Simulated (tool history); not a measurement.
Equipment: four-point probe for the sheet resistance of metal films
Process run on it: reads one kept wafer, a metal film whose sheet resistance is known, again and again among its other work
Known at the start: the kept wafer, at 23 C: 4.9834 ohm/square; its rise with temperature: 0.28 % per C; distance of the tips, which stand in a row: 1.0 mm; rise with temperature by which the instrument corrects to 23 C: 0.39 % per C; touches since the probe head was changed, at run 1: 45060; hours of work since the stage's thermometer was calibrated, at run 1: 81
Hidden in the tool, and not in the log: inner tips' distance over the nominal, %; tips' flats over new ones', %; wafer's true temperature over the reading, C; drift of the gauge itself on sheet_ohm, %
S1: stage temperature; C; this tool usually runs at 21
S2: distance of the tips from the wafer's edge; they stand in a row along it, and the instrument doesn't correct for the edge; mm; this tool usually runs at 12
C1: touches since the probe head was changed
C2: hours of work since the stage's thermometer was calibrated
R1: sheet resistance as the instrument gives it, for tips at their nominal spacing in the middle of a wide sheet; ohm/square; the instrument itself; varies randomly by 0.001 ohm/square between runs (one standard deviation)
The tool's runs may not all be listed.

run,hour,S1,S2,C1,C2,R1
1,0,21,12,45060,81,5.043086
2,59.3,21,41,45773,111,5.028261
3,149.3,21,41,46858,156,5.027838
4,234.2,21,12,47881,198,5.045039
5,330.8,21,12,49044,246,5.045611
6,419.1,21,12,50107,290,5.048233
7,548.2,21,12,51661,354,5.048487
8,645.5,21,3,52834,402,5.310849
9,734.7,21,12,53907,446,5.04913
10,860.3,21,12,55420,509,5.050334
11,952.7,20,12,56533,555,5.056049
12,1075.4,20,12,58010,616,5.055867
13,1163.2,20,12,59067,659,5.055026
14,1271.1,21,12,60368,713,5.052757
15,1346.9,21,12,61280,751,5.051575
16,1452.4,21,12,62550,803,5.053035
17,1526.5,21,12,63443,840,5.053992
18,1661.6,32,12,65070,907,4.99478
19,1779.6,32,12,66491,966,4.995376
20,1853.7,32,12,67384,1003,4.995918
21,1945.6,34,44,68490,1048,4.968285
22,2033.5,21,47,69548,1092,5.039824
23,2117.2,22,31,70556,1133,5.035523
24,2193.2,32,4,71471,1171,5.141384
25,2258,32,4,72252,1203,5.139638
# hour 2270.6: stage's thermometer calibrated
26,2339.9,29,4,73233,34,5.155703
27,2473.4,22,21,74840,101,5.038975
28,2579.4,22,21,76116,153,5.037067
29,2686.5,25,12,77406,207,5.034547
# hour 2727.5: stage's thermometer calibrated, once more
30,2801.5,35,9,78785,37,5.010292
31,2927.7,35,9,80305,100,5.009335
32,2999.6,35,9,81171,135,5.008209
33,3057.5,35,9,81867,164,5.010683
34,3138.5,29,12,82843,204,5.026553
35,3275.9,21,12,84498,273,5.072964
36,3412.9,23,11,86148,341,5.063446
37,3469.9,26,9,86834,369,5.05857

Results for each run, recomputed without the tool's hidden state and with each run's random variation untouched:
run,R1
1,5.011833
2,4.99676
3,4.995819
4,5.012456
5,5.012468
6,5.014491
7,5.013993
8,5.274118
9,5.013527
10,5.013995
11,5.01922
12,5.01833
13,5.016994
14,5.01411
15,5.012471
16,5.013366
17,5.013819
18,4.954203
19,4.954114
20,4.954229
21,4.926266
22,4.996912
23,4.992145
24,5.096597
25,5.094487
26,5.113071
27,4.996534
28,4.994054
29,4.990802
30,4.955287
31,4.953571
32,4.952029
33,4.954136
34,4.969308
35,5.014439
36,5.004295
37,4.999148
